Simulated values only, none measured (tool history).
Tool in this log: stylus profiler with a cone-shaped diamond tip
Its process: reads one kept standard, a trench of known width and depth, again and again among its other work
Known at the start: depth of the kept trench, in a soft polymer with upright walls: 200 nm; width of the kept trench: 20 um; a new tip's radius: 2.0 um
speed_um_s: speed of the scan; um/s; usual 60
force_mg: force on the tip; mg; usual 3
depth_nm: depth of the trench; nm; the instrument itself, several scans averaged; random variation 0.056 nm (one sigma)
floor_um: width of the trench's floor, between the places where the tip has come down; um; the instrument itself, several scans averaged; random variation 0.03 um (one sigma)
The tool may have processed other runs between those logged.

run 1 day=0 | speed_um_s=60 force_mg=3 | depth_nm=203.93 floor_um=17.97
run 2 day=0.562 | speed_um_s=60 force_mg=3 | depth_nm=204.01 floor_um=17.99
run 3 day=1.271 | speed_um_s=60 force_mg=3 | depth_nm=203.93 floor_um=18
run 4 day=1.704 | speed_um_s=60 force_mg=3 | depth_nm=203.97 floor_um=17.98
-- day=1.762 height scale calibrated on a step standard
run 5 day=2.321 | speed_um_s=60 force_mg=3 | depth_nm=203.81 floor_um=18.03
run 6 day=3.071 | speed_um_s=60 force_mg=1.03 | depth_nm=201.9 floor_um=17.85
run 7 day=3.471 | speed_um_s=60 force_mg=3 | depth_nm=203.9 floor_um=18.02
run 8 day=4.15 | speed_um_s=60 force_mg=3 | depth_nm=203.92 floor_um=17.98
run 9 day=4.562 | speed_um_s=114 force_mg=7.17 | depth_nm=206.97 floor_um=17.87
-- day=5.004 height scale calibrated on a step standard, once more
run 10 day=5.067 | speed_um_s=114 force_mg=7.17 | depth_nm=206.95 floor_um=17.91
run 11 day=5.562 | speed_um_s=21 force_mg=6.32 | depth_nm=206.39 floor_um=18.1
run 12 day=6.071 | speed_um_s=36 force_mg=5.8 | depth_nm=206.05 floor_um=18.06
run 13 day=6.612 | speed_um_s=36 force_mg=5.8 | depth_nm=206.16 floor_um=18.1
run 14 day=7.062 | speed_um_s=84 force_mg=4.35 | depth_nm=204.95 floor_um=17.87

Run by run, hidden condition taken away, random variation retained:
Unlogged tool condition in this case: radius of the tip, um; height scale over the true one, %; drift of the gauge itself on depth_nm, %; drift of the gauge itself on floor_um, %.
run=1 depth_nm=203.93 floor_um=17.99
run=2 depth_nm=204.02 floor_um=18.01
run=3 depth_nm=203.94 floor_um=18.03
run=4 depth_nm=203.98 floor_um=18.01
run=5 depth_nm=203.82 floor_um=18.07
run=6 depth_nm=201.92 floor_um=17.91
run=7 depth_nm=203.93 floor_um=18.08
run=8 depth_nm=203.95 floor_um=18.05
run=9 depth_nm=207 floor_um=17.94
run=10 depth_nm=207.01 floor_um=17.98
run=11 depth_nm=206.45 floor_um=18.19
run=12 depth_nm=206.12 floor_um=18.15
run=13 depth_nm=206.23 floor_um=18.19
run=14 depth_nm=205.03 floor_um=17.97
